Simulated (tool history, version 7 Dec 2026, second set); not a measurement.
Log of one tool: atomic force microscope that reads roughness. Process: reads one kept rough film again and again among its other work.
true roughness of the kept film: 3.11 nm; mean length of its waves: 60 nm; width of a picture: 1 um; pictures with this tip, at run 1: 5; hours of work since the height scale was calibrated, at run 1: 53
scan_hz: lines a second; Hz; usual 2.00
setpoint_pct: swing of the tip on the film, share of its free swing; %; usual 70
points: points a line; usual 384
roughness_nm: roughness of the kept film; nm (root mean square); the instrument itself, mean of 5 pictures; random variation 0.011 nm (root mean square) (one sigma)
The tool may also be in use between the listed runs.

| run | hour | scan_hz | setpoint_pct | points | pictures with this tip | hours of work since the height scale was calibrated | roughness_nm |
|---|---|---|---|---|---|---|---|
| 1 | 0.0 | 2.00 | 70 | 384 | 5 | 53 | 2.889 |
| 2 | 16.0 | 2.00 | 72 | 384 | 25 | 61 | 2.826 |
| 3 | 31.4 | 0.68 | 72 | 384 | 44 | 69 | 2.964 |
| 4 | 58.9 | 0.80 | 70 | 384 | 77 | 84 | 2.893 |
| 5 | 74.5 | 0.80 | 70 | 384 | 96 | 92 | 2.903 |
|  | 90.5 | new tip fitted |
| 6 | 92.1 | 0.80 | 70 | 384 | 2 | 101 | 2.962 |
| 7 | 122.2 | 2.00 | 70 | 384 | 39 | 117 | 2.854 |
| 8 | 138.8 | 1.13 | 70 | 384 | 59 | 126 | 2.909 |
| 9 | 163.4 | 3.43 | 70 | 384 | 89 | 139 | 2.709 |
| 10 | 178.7 | 3.58 | 61 | 1022 | 108 | 147 | 2.808 |
|  | 182.1 | new tip fitted |
| 11 | 196.4 | 3.66 | 67 | 498 | 17 | 156 | 2.805 |
| 12 | 214.4 | 3.66 | 75 | 498 | 39 | 165 | 2.674 |
|  | 217.7 | height scale calibrated on a step standard |
| 13 | 231.5 | 0.87 | 70 | 322 | 59 | 7 | 2.915 |
| 14 | 251.0 | 0.87 | 70 | 322 | 82 | 18 | 2.909 |
| 15 | 272.0 | 0.87 | 70 | 322 | 108 | 29 | 2.904 |
|  | 278.0 | new tip fitted |
| 16 | 299.4 | 3.28 | 81 | 364 | 26 | 43 | 2.615 |
| 17 | 328.3 | 2.00 | 70 | 679 | 61 | 58 | 2.847 |
| 18 | 356.5 | 2.00 | 69 | 384 | 96 | 73 | 2.837 |

Forecast each of these 5 alternatives for the next run:
|  | 372.9 | new tip fitted |
|  | 387.9 | height scale calibrated on a step standard, once more |
| A | 388.8 | 0.98 | 64 | 402 | 18 | 1 | ? |
|  | 372.9 | new tip fitted |
|  | 387.9 | height scale calibrated on a step standard, once more |
| B | 388.8 | 0.62 | 75 | 678 | 18 | 1 | ? |
|  | 372.9 | new tip fitted |
|  | 387.9 | height scale calibrated on a step standard, once more |
| C | 388.8 | 0.87 | 82 | 450 | 18 | 1 | ? |
|  | 372.9 | new tip fitted |
|  | 387.9 | height scale calibrated on a step standard, once more |
| D | 388.8 | 1.42 | 70 | 751 | 18 | 1 | ? |
|  | 372.9 | new tip fitted |
|  | 387.9 | height scale calibrated on a step standard, once more |
| E | 388.8 | 2.00 | 70 | 524 | 18 | 1 | ? |

| run | roughness_nm |
|---|---|
| A | 2.971 |
| B | 2.989 |
| C | 2.908 |
| D | 2.918 |
| E | 2.860 |
Without the tool's hidden state the same runs would have given:
| run | roughness_nm |
|---|---|
| A | 2.986 |
| B | 3.004 |
| C | 2.923 |
| D | 2.933 |
| E | 2.875 |

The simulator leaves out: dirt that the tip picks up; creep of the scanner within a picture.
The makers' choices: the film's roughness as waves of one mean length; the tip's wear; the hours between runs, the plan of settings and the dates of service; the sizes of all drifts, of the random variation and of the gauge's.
